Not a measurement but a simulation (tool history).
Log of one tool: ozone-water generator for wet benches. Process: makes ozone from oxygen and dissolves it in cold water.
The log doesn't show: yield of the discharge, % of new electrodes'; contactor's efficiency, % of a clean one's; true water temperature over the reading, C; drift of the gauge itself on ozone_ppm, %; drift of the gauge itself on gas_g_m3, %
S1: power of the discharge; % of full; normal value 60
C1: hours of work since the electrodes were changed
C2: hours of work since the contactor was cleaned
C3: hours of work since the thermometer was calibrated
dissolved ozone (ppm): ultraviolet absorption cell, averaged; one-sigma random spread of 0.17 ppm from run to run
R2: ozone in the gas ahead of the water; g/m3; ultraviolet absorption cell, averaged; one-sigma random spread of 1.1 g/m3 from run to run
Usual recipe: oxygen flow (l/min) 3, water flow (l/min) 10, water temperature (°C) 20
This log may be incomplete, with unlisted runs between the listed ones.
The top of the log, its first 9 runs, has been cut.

Run 10, hour 577.2: usual settings but oxygen flow (l/min) 1.75; C1 939; C2 4876; C3 3981. Result: dissolved ozone (ppm) 20.2, R2 260 g/m3.
Run 11, hour 616.3: usual settings but S1 44 % of full; C1 970; C2 4907; C3 4012. Result: dissolved ozone (ppm) 17.4, R2 168.5 g/m3.
Run 12, hour 681.6: usual settings but S1 44 % of full; C1 1022; C2 4959; C3 4064. Result: dissolved ozone (ppm) 17.5, R2 169.3 g/m3.
At hour 733.9: contactor cleaned.
Run 13, hour 746.6: usual settings but S1 44 % of full; C1 1071; C2 10; C3 4113. Result: dissolved ozone (ppm) 18, R2 168.2 g/m3.
Run 14, hour 824.4: usual settings but S1 44 % of full; C1 1133; C2 72; C3 4174. Result: dissolved ozone (ppm) 18.1, R2 168.5 g/m3.
Run 15, hour 872.4: usual settings but S1 44 % of full; C1 1171; C2 110; C3 4213. Result: dissolved ozone (ppm) 18, R2 168.1 g/m3.
Run 16, hour 952.3: usual settings but S1 44 % of full; C1 1234; C2 174; C3 4276. Result: dissolved ozone (ppm) 17.7, R2 166.9 g/m3.
Run 17, hour 1002.5: usual settings but S1 59 % of full, oxygen flow (l/min) 5.4; C1 1274; C2 214; C3 4316. Result: dissolved ozone (ppm) 20.3, R2 145.7 g/m3.
Run 18, hour 1049: usual settings but S1 59 % of full, oxygen flow (l/min) 5.4; C1 1311; C2 251; C3 4353. Result: dissolved ozone (ppm) 20, R2 146.3 g/m3.
Run 19, hour 1083.3: usual settings but S1 59 % of full, oxygen flow (l/min) 5.4; C1 1339; C2 278; C3 4380. Result: dissolved ozone (ppm) 20.3, R2 146.3 g/m3.
Run 20, hour 1136: usual settings but oxygen flow (l/min) 2.07, water flow (l/min) 8, water temperature (°C) 16; C1 1381; C2 320; C3 4422. Result: dissolved ozone (ppm) 26.6, R2 238.5 g/m3.
Run 21, hour 1186.6: usual settings but oxygen flow (l/min) 5.12, water flow (l/min) 14, water temperature (°C) 24; C1 1421; C2 360; C3 4463. Result: dissolved ozone (ppm) 14.9, R2 151.1 g/m3.
Run 22, hour 1268: usual settings but S1 41 % of full, oxygen flow (l/min) 5.28, water flow (l/min) 6; C1 1486; C2 425; C3 4527. Result: dissolved ozone (ppm) 22.3, R2 122.2 g/m3.
Run 23, hour 1348.6: usual settings but S1 77 % of full, oxygen flow (l/min) 3.56, water flow (l/min) 11, water temperature (°C) 14; C1 1550; C2 489; C3 4592. Result: dissolved ozone (ppm) 24.1, R2 206.4 g/m3.
Run 24, hour 1401.6: usual settings but S1 50 % of full, oxygen flow (l/min) 2.22; C1 1592; C2 531; C3 4634. Result: dissolved ozone (ppm) 18.9, R2 206.1 g/m3.
Run 25, hour 1436.3: usual settings but oxygen flow (l/min) 2.17, water flow (l/min) 7, water temperature (°C) 16; C1 1619; C2 559; C3 4661. Result: dissolved ozone (ppm) 29.7, R2 229.8 g/m3.
Run 26, hour 1477.2: usual settings but oxygen flow (l/min) 5.02; C1 1652; C2 591; C3 4694. Result: dissolved ozone (ppm) 20.3, R2 151.8 g/m3.
Run 27, hour 1535.4: usual settings but water flow (l/min) 8; C1 1698; C2 638; C3 4740. Result: dissolved ozone (ppm) 25, R2 200.3 g/m3.
Run 28, hour 1584.6: usual settings but S1 96 % of full, oxygen flow (l/min) 3.3, water flow (l/min) 9, water temperature (°C) 26; C1 1737; C2 677; C3 4779. Result: dissolved ozone (ppm) 25.7, R2 240 g/m3.
Run 29, hour 1620: usual settings but S1 96 % of full, oxygen flow (l/min) 3.3, water flow (l/min) 9, water temperature (°C) 26; C1 1766; C2 705; C3 4807. Result: dissolved ozone (ppm) 26.1, R2 238.2 g/m3.
Run 30, hour 1668.5: usual settings but S1 96 % of full, oxygen flow (l/min) 2.58, water flow (l/min) 9, water temperature (°C) 26; C1 1804; C2 744; C3 4846. Result: dissolved ozone (ppm) 26.4, R2 270.7 g/m3.
Run 31, hour 1723.9: usual settings but S1 96 % of full, oxygen flow (l/min) 2.62, water temperature (°C) 12; C1 1848; C2 788; C3 4890. Result: dissolved ozone (ppm) 30.1, R2 267 g/m3.
Run 32, hour 1803.1: usual settings but oxygen flow (l/min) 3.05, water flow (l/min) 8; C1 1911; C2 851; C3 4953. Result: dissolved ozone (ppm) 24.3, R2 193.6 g/m3.

Here are 5 independent what-if runs from the current tool condition. What would each one return?
Run A, hour 1846.7: usual settings but oxygen flow (l/min) 1.64, water flow (l/min) 8; C1 1946; C2 885; C3 4988. Result: dissolved ozone (ppm) ?, R2 ?.
Run B, hour 1846.7: usual settings but water temperature (°C) 13; C1 1946; C2 885; C3 4988. Result: dissolved ozone (ppm) ?, R2 ?.
Run C, hour 1846.7: usual settings but oxygen flow (l/min) 2.75, water flow (l/min) 8, water temperature (°C) 18; C1 1946; C2 885; C3 4988. Result: dissolved ozone (ppm) ?, R2 ?.
Run D, hour 1846.7: usual settings but S1 81 % of full, oxygen flow (l/min) 3.05, water flow (l/min) 8; C1 1946; C2 885; C3 4988. Result: dissolved ozone (ppm) ?, R2 ?.
Run E, hour 1846.7: usual settings but oxygen flow (l/min) 3.05, water flow (l/min) 7; C1 1946; C2 885; C3 4988. Result: dissolved ozone (ppm) ?, R2 ?.

run  dissolved ozone (ppm)     R2
  A                   24.4  264.5
  B                   22.9  195.4
  C                   26.1  205.7
  D                     29  226.5
  E                   26.8  192.7
Take away the tool's hidden state, keep each run's random variation, and the runs would have read:
run  dissolved ozone (ppm)     R2
  A                   25.8  275.6
  B                   24.3  203.6
  C                   27.6  214.3
  D                   30.9  237.7
  E                   28.3  200.9

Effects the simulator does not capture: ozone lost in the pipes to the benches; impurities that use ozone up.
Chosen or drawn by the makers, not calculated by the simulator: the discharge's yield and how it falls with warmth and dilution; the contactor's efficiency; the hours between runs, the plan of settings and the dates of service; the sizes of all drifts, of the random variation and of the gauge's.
